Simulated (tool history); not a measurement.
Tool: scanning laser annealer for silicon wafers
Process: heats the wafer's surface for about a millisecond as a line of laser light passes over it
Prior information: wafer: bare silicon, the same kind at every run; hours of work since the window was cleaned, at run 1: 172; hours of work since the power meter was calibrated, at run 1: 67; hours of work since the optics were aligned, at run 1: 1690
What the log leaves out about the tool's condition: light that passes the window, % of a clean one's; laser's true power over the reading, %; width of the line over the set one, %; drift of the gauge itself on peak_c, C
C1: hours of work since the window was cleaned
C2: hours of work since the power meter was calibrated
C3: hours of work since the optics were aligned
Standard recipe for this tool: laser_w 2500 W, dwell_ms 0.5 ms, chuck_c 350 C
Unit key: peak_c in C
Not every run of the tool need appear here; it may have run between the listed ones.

run 1 hour=0 | laser_w=2500 dwell_ms=0.5 chuck_c=350 | C1=172 C2=67 C3=1690 | peak_c=1060
run 2 hour=12.6 | laser_w=2723 dwell_ms=0.5 chuck_c=350 | C1=178 C2=73 C3=1696 | peak_c=1128
run 3 hour=21.6 | laser_w=2723 dwell_ms=0.5 chuck_c=350 | C1=182 C2=77 C3=1701 | peak_c=1132
run 4 hour=32 | laser_w=2500 dwell_ms=0.5 chuck_c=350 | C1=187 C2=82 C3=1706 | peak_c=1061
run 5 hour=40 | laser_w=2500 dwell_ms=0.5 chuck_c=338 | C1=191 C2=86 C3=1710 | peak_c=1044
run 6 hour=51.4 | laser_w=2500 dwell_ms=0.5 chuck_c=338 | C1=197 C2=92 C3=1715 | peak_c=1048
run 7 hour=57.6 | laser_w=2500 dwell_ms=0.5 chuck_c=321 | C1=200 C2=95 C3=1718 | peak_c=1026
run 8 hour=68.7 | laser_w=2500 dwell_ms=0.5 chuck_c=350 | C1=205 C2=100 C3=1723 | peak_c=1058
run 9 hour=78.6 | laser_w=2500 dwell_ms=0.576 chuck_c=350 | C1=210 C2=105 C3=1728 | peak_c=1106
run 10 hour=84.9 | laser_w=2500 dwell_ms=0.576 chuck_c=357 | C1=213 C2=108 C3=1731 | peak_c=1116
run 11 hour=96.4 | laser_w=2500 dwell_ms=0.576 chuck_c=357 | C1=218 C2=113 C3=1737 | peak_c=1113
run 12 hour=109.2 | laser_w=2500 dwell_ms=0.576 chuck_c=357 | C1=224 C2=119 C3=1743 | peak_c=1112
run 13 hour=120.8 | laser_w=2500 dwell_ms=0.576 chuck_c=357 | C1=230 C2=125 C3=1748 | peak_c=1112
-- hour=132.3 optics aligned, line set to its width
run 14 hour=136.7 | laser_w=2500 dwell_ms=0.576 chuck_c=357 | C1=235 C2=130 C3=2 | peak_c=1106
run 15 hour=143.8 | laser_w=2500 dwell_ms=0.5 chuck_c=354 | C1=239 C2=134 C3=5 | peak_c=1054
run 16 hour=156.7 | laser_w=2500 dwell_ms=0.5 chuck_c=354 | C1=245 C2=140 C3=12 | peak_c=1052
run 17 hour=163.3 | laser_w=2500 dwell_ms=0.5 chuck_c=354 | C1=248 C2=143 C3=15 | peak_c=1055
-- hour=173.9 optics aligned, line set to its width, once more
run 18 hour=182.1 | laser_w=2500 dwell_ms=0.5 chuck_c=354 | C1=255 C2=150 C3=4 | peak_c=1063
run 19 hour=194.1 | laser_w=2212 dwell_ms=0.5 chuck_c=317 | C1=260 C2=155 C3=10 | peak_c=935
run 20 hour=201.9 | laser_w=2207 dwell_ms=0.578 chuck_c=355 | C1=264 C2=159 C3=13 | peak_c=1016
run 21 hour=210.1 | laser_w=2207 dwell_ms=0.578 chuck_c=355 | C1=268 C2=163 C3=17 | peak_c=1020
run 22 hour=220.2 | laser_w=2132 dwell_ms=0.405 chuck_c=355 | C1=273 C2=168 C3=22 | peak_c=889
run 23 hour=229.6 | laser_w=2675 dwell_ms=0.383 chuck_c=343 | C1=277 C2=173 C3=27 | peak_c=1008
run 24 hour=240 | laser_w=2598 dwell_ms=0.531 chuck_c=310 | C1=282 C2=178 C3=32 | peak_c=1065
run 25 hour=248.5 | laser_w=2726 dwell_ms=0.373 chuck_c=352 | C1=287 C2=182 C3=36 | peak_c=1018
run 26 hour=254.4 | laser_w=2726 dwell_ms=0.373 chuck_c=352 | C1=289 C2=184 C3=39 | peak_c=1019
run 27 hour=266.5 | laser_w=2500 dwell_ms=0.5 chuck_c=311 | C1=295 C2=190 C3=44 | peak_c=1015
run 28 hour=276.6 | laser_w=2602 dwell_ms=0.547 chuck_c=331 | C1=300 C2=195 C3=49 | peak_c=1102
run 29 hour=282.5 | laser_w=2602 dwell_ms=0.547 chuck_c=331 | C1=303 C2=198 C3=52 | peak_c=1099
run 30 hour=293.1 | laser_w=2277 dwell_ms=0.547 chuck_c=369 | C1=308 C2=203 C3=57 | peak_c=1030
run 31 hour=301 | laser_w=2509 dwell_ms=0.576 chuck_c=369 | C1=312 C2=207 C3=61 | peak_c=1124
run 32 hour=308.4 | laser_w=2481 dwell_ms=0.487 chuck_c=314 | C1=315 C2=210 C3=65 | peak_c=1000

What will run 33 give?
run 33 hour=320.5 | laser_w=2481 dwell_ms=0.487 chuck_c=314 | C1=321 C2=216 C3=70 | peak_c=?

peak_c: 996 C
Had the tool carried no hidden state, the very same run would have given peak_c 1033 C.
